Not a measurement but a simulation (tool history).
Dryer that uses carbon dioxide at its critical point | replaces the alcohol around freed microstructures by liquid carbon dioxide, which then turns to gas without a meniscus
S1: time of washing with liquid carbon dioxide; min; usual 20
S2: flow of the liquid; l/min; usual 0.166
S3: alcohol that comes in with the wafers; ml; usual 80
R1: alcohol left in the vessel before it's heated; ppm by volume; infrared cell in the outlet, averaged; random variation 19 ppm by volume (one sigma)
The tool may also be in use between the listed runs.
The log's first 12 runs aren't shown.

run     day  S1     S2  S3    R1
 13  22.279  20  0.166  80  2743
     23.367  -- inlet filter changed
 14  23.496  20  0.166  80  1486
 15  25.162  16  0.166  80  3667
 16  26.921  16  0.166  80  3682
 17  29.104  20  0.166  80  1712
 18  30.779  20  0.166  80  1747
 19  32.042  20  0.166  80  1797
 20  33.042  20  0.166  80  1816
 21  35.358  20  0.166  80  1949
     36.346  -- purifier's bed changed
 22  37.012  15  0.172  40  2223
 23  38.438  16  0.216  49   808
 24  39.408  25  0.166  79   585
 25  41.512  15  0.204  87  2658
 26  43.442  15  0.204  91  2895
 27  45.642  26  0.125  28   866
 28  46.646  26  0.125  28   915
 29  48.704  22  0.281  80   116

The next listed run, before its measurement:
 30  50.138  16  0.253  75   ?

{"run 30": {"R1": 758}}
Without the tool's hidden state the same run would have given R1 332 ppm by volume.
